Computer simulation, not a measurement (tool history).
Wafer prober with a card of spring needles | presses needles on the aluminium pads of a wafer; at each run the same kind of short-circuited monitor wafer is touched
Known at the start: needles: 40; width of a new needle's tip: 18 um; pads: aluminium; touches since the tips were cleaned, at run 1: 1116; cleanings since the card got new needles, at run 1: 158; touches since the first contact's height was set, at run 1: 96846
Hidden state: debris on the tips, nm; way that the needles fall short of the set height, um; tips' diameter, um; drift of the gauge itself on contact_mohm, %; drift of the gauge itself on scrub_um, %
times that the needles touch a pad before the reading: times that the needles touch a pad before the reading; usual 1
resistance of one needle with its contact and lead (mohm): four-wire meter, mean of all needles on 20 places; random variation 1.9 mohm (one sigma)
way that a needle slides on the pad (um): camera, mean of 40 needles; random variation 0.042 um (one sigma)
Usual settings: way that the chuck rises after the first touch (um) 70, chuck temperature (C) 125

| run | hour | way that the chuck rises after the first touch (um) | chuck temperature (C) | times that the needles touch a pad before the reading | touches since the tips were cleaned | cleanings since the card got new needles | touches since the first contact's height was set | resistance of one needle with its contact and lead (mohm) | way that a needle slides on the pad (um) |
|---|---|---|---|---|---|---|---|---|---|
| 1 | 0 | 70 | 125 | 1 | 1116 | 158 | 96846 | 203 | 12.2 |
|  | 9.8 | tips cleaned on abrasive film |
|  | 26.1 | tips cleaned on abrasive film |
|  | 42.4 | tips cleaned on abrasive film |
| 2 | 46.5 | 70 | 125 | 1 | 913 | 161 | 107116 | 209 | 12.2 |
|  | 56.3 | tips cleaned on abrasive film |
|  | 72.6 | tips cleaned on abrasive film |
|  | 72.9 | height of the first contact set anew |
|  | 89.1 | tips cleaned on abrasive film |
| 3 | 98.9 | 70 | 125 | 1 | 2169 | 164 | 5760 | 207 | 12.23 |
|  | 105.3 | tips cleaned on abrasive film |
|  | 121.6 | tips cleaned on abrasive film |
| 4 | 133.6 | 70 | 125 | 1 | 2660 | 166 | 13422 | 205 | 12.2 |
|  | 136.9 | tips cleaned on abrasive film |
|  | 153.1 | tips cleaned on abrasive film |
|  | 169.4 | tips cleaned on abrasive film |
|  | 184.6 | tips cleaned on abrasive film |
| 5 | 184.6 | 70 | 125 | 1 | 0 | 170 | 24687 | 203 | 12.19 |
|  | 200.9 | tips cleaned on abrasive film |
|  | 217.2 | tips cleaned on abrasive film |
| 6 | 226.9 | 70 | 125 | 1 | 2153 | 172 | 34037 | 205 | 12.17 |
|  | 233.4 | tips cleaned on abrasive film |
|  | 249.7 | tips cleaned on abrasive film |
|  | 266 | tips cleaned on abrasive film |
| 7 | 272.2 | 70 | 125 | 1 | 1373 | 175 | 44048 | 203 | 12.17 |
|  | 282 | tips cleaned on abrasive film |
|  | 295 | tips cleaned on abrasive film |
|  | 311.3 | tips cleaned on abrasive film |
|  | 327.6 | tips cleaned on abrasive film |
| 8 | 328.4 | 70 | 125 | 1 | 177 | 179 | 56462 | 210 | 12.13 |
|  | 341.5 | tips cleaned on abrasive film |
|  | 357.7 | tips cleaned on abrasive film |
|  | 374 | tips cleaned on abrasive film |
|  | 390.3 | tips cleaned on abrasive film |
|  | 403.4 | tips cleaned on abrasive film |
| 9 | 403.6 | 70 | 125 | 2 | 46 | 184 | 73062 | 205 | 12.2 |
|  | 416.6 | tips cleaned on abrasive film |
|  | 432.9 | tips cleaned on abrasive film |
|  | 449.2 | tips cleaned on abrasive film |
| 10 | 457.5 | 70 | 125 | 1 | 1845 | 187 | 84985 | 204 | 12.08 |
|  | 464.1 | tips cleaned on abrasive film |
|  | 480.3 | tips cleaned on abrasive film |
|  | 496.6 | tips cleaned on abrasive film |
|  | 510 | tips cleaned on abrasive film |
| 11 | 510 | 70 | 93 | 1 | 0 | 191 | 96564 | 196 | 12.18 |
|  | 526.2 | tips cleaned on abrasive film |
|  | 539.3 | tips cleaned on abrasive film |
| 12 | 544.6 | 70 | 125 | 1 | 1184 | 193 | 104219 | 205 | 12.11 |
|  | 554.4 | tips cleaned on abrasive film |
|  | 570.7 | tips cleaned on abrasive film |
|  | 583.9 | height of the first contact set anew |
|  | 587.3 | tips cleaned on abrasive film |
| 13 | 588.6 | 70 | 125 | 1 | 289 | 196 | 1009 | 209 | 12.17 |
|  | 601.6 | tips cleaned on abrasive film |
|  | 617.9 | tips cleaned on abrasive film |
|  | 630.9 | tips cleaned on abrasive film |
|  | 645.5 | tips cleaned on abrasive film |
| 14 | 645.5 | 70 | 25 | 1 | 0 | 200 | 13584 | 183 | 12.15 |
|  | 658.6 | tips cleaned on abrasive film |
|  | 674.9 | tips cleaned on abrasive film |
|  | 689.7 | tips cleaned on abrasive film |
| 15 | 689.7 | 70 | 25 | 1 | 0 | 203 | 23337 | 181 | 12.21 |
|  | 706 | tips cleaned on abrasive film |
|  | 722.2 | tips cleaned on abrasive film |
|  | 738.5 | tips cleaned on abrasive film |
| 16 | 747.9 | 77 | 25 | 2 | 2088 | 206 | 36221 | 182 | 13.38 |
|  | 754.5 | tips cleaned on abrasive film |
|  | 770.8 | tips cleaned on abrasive film |
|  | 787.1 | tips cleaned on abrasive film |
|  | 803.3 | tips cleaned on abrasive film |
|  | 816.4 | tips cleaned on abrasive film |
| 17 | 820.6 | 77 | 95 | 2 | 938 | 211 | 52275 | 194 | 13.44 |
|  | 830.4 | tips cleaned on abrasive film |
|  | 846.7 | tips cleaned on abrasive film |
|  | 862.9 | tips cleaned on abrasive film |
|  | 879.2 | tips cleaned on abrasive film |
| 18 | 884.2 | 86 | 123 | 1 | 1103 | 215 | 66324 | 203 | 14.92 |
|  | 894 | tips cleaned on abrasive film |
|  | 910.3 | tips cleaned on abrasive film |
|  | 926 | tips cleaned on abrasive film |
| 19 | 926 | 86 | 123 | 1 | 0 | 218 | 75559 | 202 | 14.88 |
|  | 942.3 | tips cleaned on abrasive film |
|  | 955.4 | tips cleaned on abrasive film |
|  | 971.6 | tips cleaned on abrasive film |
|  | 987.9 | tips cleaned on abrasive film |
| 20 | 998.1 | 86 | 72 | 1 | 2269 | 222 | 91503 | 193 | 14.92 |
|  | 1001.4 | tips cleaned on abrasive film |
|  | 1017.7 | tips cleaned on abrasive film |
|  | 1034 | tips cleaned on abrasive film |
|  | 1050.3 | tips cleaned on abrasive film |
|  | 1066.5 | tips cleaned on abrasive film |
| 21 | 1073.8 | 82 | 48 | 3 | 1619 | 227 | 108225 | 187 | 14.3 |
|  | 1080.4 | tips cleaned on abrasive film |
|  | 1096.7 | tips cleaned on abrasive film |
|  | 1097 | height of the first contact set anew |
|  | 1110 | tips cleaned on abrasive film |
|  | 1126.3 | tips cleaned on abrasive film |
|  | 1141.2 | tips cleaned on abrasive film |
| 22 | 1141.2 | 61 | 91 | 2 | 0 | 232 | 9768 | 199 | 10.6 |
|  | 1157.5 | tips cleaned on abrasive film |
|  | 1173.8 | tips cleaned on abrasive film |
|  | 1190.1 | tips cleaned on abrasive film |
|  | 1206.4 | tips cleaned on abrasive film |
| 23 | 1210.6 | 61 | 91 | 2 | 953 | 236 | 25115 | 197 | 10.57 |
|  | 1220.5 | tips cleaned on abrasive film |
|  | 1233.5 | tips cleaned on abrasive film |
|  | 1249.8 | tips cleaned on abrasive film |
| 24 | 1252.9 | 60 | 125 | 1 | 683 | 239 | 34437 | 208 | 10.47 |
|  | 1265.9 | tips cleaned on abrasive film |
|  | 1282.2 | tips cleaned on abrasive film |
| 25 | 1286.9 | 59 | 125 | 1 | 1058 | 241 | 41973 | 208 | 10.32 |
|  | 1296.8 | tips cleaned on abrasive film |
|  | 1313 | tips cleaned on abrasive film |
|  | 1329.3 | tips cleaned on abrasive film |
|  | 1345.6 | tips cleaned on abrasive film |
| 26 | 1357.7 | 59 | 125 | 1 | 2678 | 245 | 57606 | 211 | 10.27 |
|  | 1361 | tips cleaned on abrasive film |
|  | 1377.3 | tips cleaned on abrasive film |
|  | 1393.6 | tips cleaned on abrasive film |
|  | 1406.6 | tips cleaned on abrasive film |
|  | 1422.9 | tips cleaned on abrasive film |
| 27 | 1431.7 | 85 | 30 | 2 | 1960 | 250 | 73961 | 183 | 14.77 |

3 ways to go on from here, each from the tool as it stands after run 27. What would each give?
|  | 1438.3 | tips cleaned on abrasive film |
|  | 1454.6 | tips cleaned on abrasive film |
|  | 1470.8 | tips cleaned on abrasive film |
| A | 1471.2 | 66 | 30 | 2 | 79 | 253 | 82677 | ? | ? |
|  | 1438.3 | tips cleaned on abrasive film |
|  | 1454.6 | tips cleaned on abrasive film |
|  | 1470.8 | tips cleaned on abrasive film |
| B | 1471.2 | 80 | 64 | 2 | 79 | 253 | 82677 | ? | ? |
|  | 1438.3 | tips cleaned on abrasive film |
|  | 1454.6 | tips cleaned on abrasive film |
|  | 1470.8 | tips cleaned on abrasive film |
| C | 1471.2 | 70 | 81 | 2 | 79 | 253 | 82677 | ? | ? |

| run | resistance of one needle with its contact and lead (mohm) | way that a needle slides on the pad (um) |
|---|---|---|
| A | 185 | 11.46 |
| B | 189 | 13.87 |
| C | 201 | 12.23 |
Without the tool's hidden state the same runs would have given:
| run | resistance of one needle with its contact and lead (mohm) | way that a needle slides on the pad (um) |
|---|---|---|
| A | 185 | 11.46 |
| B | 189 | 13.87 |
| C | 200 | 12.24 |
